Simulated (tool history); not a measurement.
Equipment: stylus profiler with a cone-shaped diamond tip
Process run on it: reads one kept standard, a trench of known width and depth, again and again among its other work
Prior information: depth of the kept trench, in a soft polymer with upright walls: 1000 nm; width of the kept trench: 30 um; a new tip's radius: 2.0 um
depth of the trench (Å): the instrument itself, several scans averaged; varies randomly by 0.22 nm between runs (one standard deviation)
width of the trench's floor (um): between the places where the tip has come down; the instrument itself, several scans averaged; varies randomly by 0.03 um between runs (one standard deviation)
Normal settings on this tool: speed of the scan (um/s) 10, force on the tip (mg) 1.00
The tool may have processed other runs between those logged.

run	hour	speed of the scan (um/s)	force on the tip (mg)	depth of the trench (Å)	width of the trench's floor (um)
1	0.0	10	1.00	10084.8	25.48
2	25.3	10	1.00	10088.2	25.48
3	58.1	10	1.00	10090.2	25.40
4	104.0	10	1.00	10094.1	25.33
5	126.6	10	1.00	10095.7	25.35
6	154.3	10	1.00	10096.8	25.21
7	189.8	10	0.99	10097.8	25.22
8	215.2	23	1.00	10097.9	25.05
9	254.9	23	1.00	10097.5	24.93
10	300.5	23	1.00	10103.3	24.86
11	346.9	23	1.00	10104.7	24.77
12	384.1	23	0.70	10090.1	24.70
13	417.7	23	0.70	10086.8	24.69
14	438.9	23	0.70	10093.4	24.57
15	467.3	10	1.24	10114.9	24.71
16	509.6	10	1.24	10115.3	24.64
17	539.3	10	2.40	10168.4	24.50
# hour 544.8: new tip fitted, height scale calibrated
18	590.4	10	2.40	10126.4	26.28
19	631.1	10	2.40	10128.2	26.24
20	676.1	10	2.40	10127.6	26.05
21	709.8	10	1.00	10073.8	26.01
22	750.8	10	1.00	10075.8	25.90
23	796.3	10	1.00	10080.3	25.85
24	832.4	3	1.35	10090.5	25.75
25	863.7	3	1.35	10098.2	25.70
26	906.9	3	0.53	10055.9	25.61
27	956.5	10	1.00	10084.2	25.46
28	991.9	27	1.89	10119.8	25.34
29	1029.4	27	1.89	10125.3	25.29
30	1062.4	27	1.89	10120.7	25.27
31	1087.5	7	0.68	10072.5	25.25
32	1123.2	3	0.39	10058.7	25.23
33	1155.0	2	0.70	10073.5	25.14
34	1199.4	5	2.40	10149.6	25.08
35	1239.2	10	1.71	10126.8	24.97
36	1275.5	2	0.36	10058.4	24.95
37	1304.7	21	0.72	10083.8	24.75
38	1342.8	37	0.38	10063.5	24.51
39	1389.5	37	1.59	10127.1	24.64
40	1411.2	2	1.54	10124.8	24.66

Forecast run 41:
41	1447.7	7	0.68	?	?

{"run 41": {"depth of the trench (Å)": 10085.4, "width of the trench's floor (um)": 24.59}}
Minus the tool's unlogged condition, the same run would have read depth of the trench (Å) 10054.2, width of the trench's floor (um) 26.48.
